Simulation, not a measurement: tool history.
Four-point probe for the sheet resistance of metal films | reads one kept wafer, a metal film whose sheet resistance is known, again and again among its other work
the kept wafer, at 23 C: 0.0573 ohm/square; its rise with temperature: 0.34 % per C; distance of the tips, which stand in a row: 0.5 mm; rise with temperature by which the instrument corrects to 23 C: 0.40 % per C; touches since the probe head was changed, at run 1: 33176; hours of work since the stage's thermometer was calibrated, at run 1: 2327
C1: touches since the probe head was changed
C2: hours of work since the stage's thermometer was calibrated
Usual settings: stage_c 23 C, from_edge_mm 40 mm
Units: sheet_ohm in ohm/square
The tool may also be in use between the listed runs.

Run 1, hour 0: usual settings; C1 33176; C2 2327. Result: sheet_ohm 0.05731 ohm/square.
Run 2, hour 126.1: usual settings; C1 35670; C2 2389. Result: sheet_ohm 0.057292 ohm/square.
Run 3, hour 187.9: usual settings; C1 36891; C2 2419. Result: sheet_ohm 0.057323 ohm/square.
At hour 225.2: stage's thermometer calibrated.
Run 4, hour 279.7: usual settings; C1 38698; C2 27. Result: sheet_ohm 0.057297 ohm/square.
Run 5, hour 394.3: usual settings; C1 40964; C2 83. Result: sheet_ohm 0.057301 ohm/square.
Run 6, hour 532: usual settings; C1 43687; C2 151. Result: sheet_ohm 0.057288 ohm/square.
Run 7, hour 654.2: usual settings; C1 46103; C2 211. Result: sheet_ohm 0.05732 ohm/square.
Run 8, hour 759.3: usual settings but from_edge_mm 3 mm; C1 48180; C2 262. Result: sheet_ohm 0.058185 ohm/square.
Run 9, hour 893.1: usual settings but stage_c 28 C, from_edge_mm 3 mm; C1 50827; C2 328. Result: sheet_ohm 0.057951 ohm/square.
Run 10, hour 975.6: usual settings but stage_c 28 C, from_edge_mm 3 mm; C1 52459; C2 368. Result: sheet_ohm 0.057961 ohm/square.
Run 11, hour 1038.1: usual settings; C1 53695; C2 399. Result: sheet_ohm 0.057304 ohm/square.
Run 12, hour 1135.6: usual settings but from_edge_mm 4 mm; C1 55621; C2 447. Result: sheet_ohm 0.057801 ohm/square.
Run 13, hour 1258.7: usual settings; C1 58057; C2 507. Result: sheet_ohm 0.057297 ohm/square.
Run 14, hour 1366.7: usual settings; C1 60192; C2 560. Result: sheet_ohm 0.057314 ohm/square.
Run 15, hour 1433: usual settings; C1 61502; C2 593. Result: sheet_ohm 0.057324 ohm/square.
Run 16, hour 1537.2: usual settings; C1 63564; C2 644. Result: sheet_ohm 0.057291 ohm/square.
Run 17, hour 1603.8: usual settings; C1 64881; C2 677. Result: sheet_ohm 0.057298 ohm/square.
Run 18, hour 1696.6: usual settings; C1 66715; C2 722. Result: sheet_ohm 0.057302 ohm/square.
Run 19, hour 1834.6: usual settings; C1 69444; C2 790. Result: sheet_ohm 0.057319 ohm/square.
Run 20, hour 1907.6: usual settings but stage_c 24 C; C1 70889; C2 826. Result: sheet_ohm 0.057275 ohm/square.
Run 21, hour 2022: usual settings but stage_c 18 C, from_edge_mm 5 mm; C1 73150; C2 882. Result: sheet_ohm 0.057782 ohm/square.
Run 22, hour 2144.9: usual settings but stage_c 18 C, from_edge_mm 5 mm; C1 75581; C2 942. Result: sheet_ohm 0.057804 ohm/square.
Run 23, hour 2234.9: usual settings but stage_c 18 C, from_edge_mm 24 mm; C1 77360; C2 986. Result: sheet_ohm 0.057475 ohm/square.
At hour 2287.7: new probe head fitted.
Run 24, hour 2346.9: usual settings but stage_c 19 C, from_edge_mm 63 mm; C1 1172; C2 1041. Result: sheet_ohm 0.057446 ohm/square.
Run 25, hour 2461.3: usual settings but stage_c 19 C, from_edge_mm 63 mm; C1 3433; C2 1097. Result: sheet_ohm 0.057443 ohm/square.
Run 26, hour 2539.7: usual settings but stage_c 27 C, from_edge_mm 9 mm; C1 4984; C2 1135. Result: sheet_ohm 0.05727 ohm/square.
Run 27, hour 2666: usual settings but stage_c 33 C, from_edge_mm 63 mm; C1 7481; C2 1197. Result: sheet_ohm 0.056959 ohm/square.
Run 28, hour 2735.7: usual settings but stage_c 35 C, from_edge_mm 26 mm; C1 8859; C2 1232. Result: sheet_ohm 0.056917 ohm/square.
Run 29, hour 2829.1: usual settings but stage_c 31 C; C1 10707; C2 1277. Result: sheet_ohm 0.057058 ohm/square.
Run 30, hour 2922.2: usual settings but stage_c 25 C, from_edge_mm 14 mm; C1 12547; C2 1323. Result: sheet_ohm 0.05728 ohm/square.
Run 31, hour 3047.8: usual settings but stage_c 22 C, from_edge_mm 74 mm; C1 15032; C2 1385. Result: sheet_ohm 0.057322 ohm/square.
Run 32, hour 3113.7: usual settings but stage_c 19 C, from_edge_mm 17 mm; C1 16334; C2 1417. Result: sheet_ohm 0.05747 ohm/square.
Run 33, hour 3194.4: usual settings but stage_c 19 C, from_edge_mm 17 mm; C1 17930; C2 1457. Result: sheet_ohm 0.057455 ohm/square.
Run 34, hour 3317.3: usual settings but stage_c 19 C, from_edge_mm 17 mm; C1 20361; C2 1517. Result: sheet_ohm 0.057464 ohm/square.
Run 35, hour 3395.2: usual settings but stage_c 18 C, from_edge_mm 66 mm; C1 21901; C2 1555. Result: sheet_ohm 0.057485 ohm/square.
Run 36, hour 3519.3: usual settings but stage_c 34 C, from_edge_mm 6 mm; C1 24356; C2 1616. Result: sheet_ohm 0.057143 ohm/square.
Run 37, hour 3658.2: usual settings but stage_c 35 C, from_edge_mm 3 mm; C1 27102; C2 1684. Result: sheet_ohm 0.057748 ohm/square.
Run 38, hour 3775.3: usual settings but stage_c 35 C, from_edge_mm 3 mm; C1 29418; C2 1742. Result: sheet_ohm 0.057778 ohm/square.
Run 39, hour 3845.7: usual settings but stage_c 35 C, from_edge_mm 3 mm; C1 30809; C2 1776. Result: sheet_ohm 0.057758 ohm/square.
Run 40, hour 3974: usual settings but stage_c 25 C, from_edge_mm 4 mm; C1 33347; C2 1839. Result: sheet_ohm 0.057728 ohm/square.

5 ways to go on from here, each from the tool as it stands after run 40. What would each give?
Run A, hour 4060.9: usual settings but stage_c 24 C, from_edge_mm 35 mm; C1 35065; C2 1882. Result: sheet_ohm ?.
Run B, hour 4060.9: usual settings but from_edge_mm 12 mm; C1 35065; C2 1882. Result: sheet_ohm ?.
Run C, hour 4060.9: usual settings but stage_c 22 C, from_edge_mm 16 mm; C1 35065; C2 1882. Result: sheet_ohm ?.
Run D, hour 4060.9: usual settings but stage_c 24 C, from_edge_mm 55 mm; C1 35065; C2 1882. Result: sheet_ohm ?.
Run E, hour 4060.9: usual settings but stage_c 29 C, from_edge_mm 37 mm; C1 35065; C2 1882. Result: sheet_ohm ?.

run  sheet_ohm
  A   0.057264
  B   0.057367
  C   0.057359
  D   0.057267
  E   0.057119
Without the tool's hidden state the same runs would have given:
run  sheet_ohm
  A   0.057259
  B   0.057363
  C   0.057354
  D   0.057262
  E   0.057114

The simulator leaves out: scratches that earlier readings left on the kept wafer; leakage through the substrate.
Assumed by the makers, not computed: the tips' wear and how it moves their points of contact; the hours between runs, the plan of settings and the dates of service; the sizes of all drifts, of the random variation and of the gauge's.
